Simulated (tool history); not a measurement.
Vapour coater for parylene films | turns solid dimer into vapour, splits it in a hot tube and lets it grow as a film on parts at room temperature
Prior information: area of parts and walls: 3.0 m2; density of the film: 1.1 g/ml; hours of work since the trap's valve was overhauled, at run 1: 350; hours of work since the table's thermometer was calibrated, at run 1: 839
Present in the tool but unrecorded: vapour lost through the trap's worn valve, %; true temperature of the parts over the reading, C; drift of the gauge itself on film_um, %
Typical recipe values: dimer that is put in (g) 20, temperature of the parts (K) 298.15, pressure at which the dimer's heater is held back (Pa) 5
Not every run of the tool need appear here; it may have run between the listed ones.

run,hour,dimer that is put in (g),temperature of the parts (K),pressure at which the dimer's heater is held back (Pa),hours of work since the trap's valve was overhauled,hours of work since the table's thermometer was calibrated,thickness of the film (um)
1,0,20,298.15,5,350,839,2.87
2,18,20,298.15,5,364,853,2.8
3,35.6,20,298.15,5,378,867,2.82
4,51.4,20,298.15,5,390,879,2.8
5,71.8,20,298.15,2.49,406,895,2.95
6,85.2,20,298.15,2.49,417,906,2.97
# hour 101.8: trap's valve overhauled
7,108.3,20,298.15,11.5,5,921,2.32
8,126,20,298.15,11.5,19,935,2.33
9,152,20,290.15,5,39,955,3.06
10,164.5,20,290.15,5,49,965,3.07
11,186,20,298.15,2.58,66,981,2.6
12,200.7,20,298.15,5,77,993,2.45
# hour 216.4: trap's valve overhauled, once more
13,228.2,20,298.15,5,9,1011,3.17
14,245.8,20,297.15,5,23,1025,3.27
15,267.8,20,298.15,9.01,40,1042,2.94
16,285.8,20,298.15,9.01,54,1056,2.93
17,312.6,8,298.15,5,75,1077,1.25
18,334.3,20,298.15,5,92,1094,3.05
19,357.9,20,298.15,5,110,1112,3.11
20,372,20,298.15,5,121,1123,3.09
21,389.9,20,298.15,5,135,1137,3.1
22,411.3,20,298.15,5,152,1154,3.06
23,438.2,20,298.15,5,173,1175,3.13
24,449.3,20,298.15,5,182,1184,3.04
25,462.6,17,309.15,3.62,192,1194,1.93
26,483.3,17,309.15,3.62,208,1210,2.01
27,499.4,26,293.15,5.41,221,1223,4.45
28,517.4,20,305.15,5,235,1237,2.45
29,537.3,20,295.15,5.62,251,1253,3.16
30,557,20,295.15,5.62,266,1268,3.18
31,577.3,12,295.15,5.62,282,1284,1.88
32,600.4,11,290.15,2.43,300,1302,2.15
33,621.1,19,298.15,7.75,316,1318,2.65
34,640.3,32,300.15,5.77,331,1333,4.26
35,663.7,32,300.15,5.77,349,1351,4.26
36,689.4,34,300.15,2.07,369,1371,4.95
37,708.8,19,298.15,11.76,384,1386,2.46
38,725.2,27,302.15,5.56,397,1399,3.35
39,742.4,27,302.15,5.56,411,1413,3.31
40,757.6,20,292.15,4.02,423,1425,3.31
# hour 766: trap's valve overhauled
41,780.8,20,292.15,4.02,12,1439,3.89
42,800.6,18,299.15,2.04,27,1455,3.04
43,811.9,18,309.15,2.04,36,1464,2.3
44,829.5,18,309.15,2.04,50,1478,2.29
45,850.1,18,309.15,2.04,66,1494,2.32
46,864.3,10,299.15,4.17,77,1505,1.58
47,880.6,10,299.15,4.17,90,1517,1.55
48,905.6,10,299.15,4.17,109,1537,1.57

Each row is a separate what-if for the run after 48, all from the same tool condition, not one after another. Results?
A,925,20,290.15,5,124,1552,?
B,925,17,297.15,2.96,124,1552,?
C,925,21,290.15,10.17,124,1552,?

run,thickness of the film (um)
A,3.82
B,2.88
C,3.79
Without the tool's hidden state the same runs would have given:
run,thickness of the film (um)
A,3.85
B,2.9
C,3.81
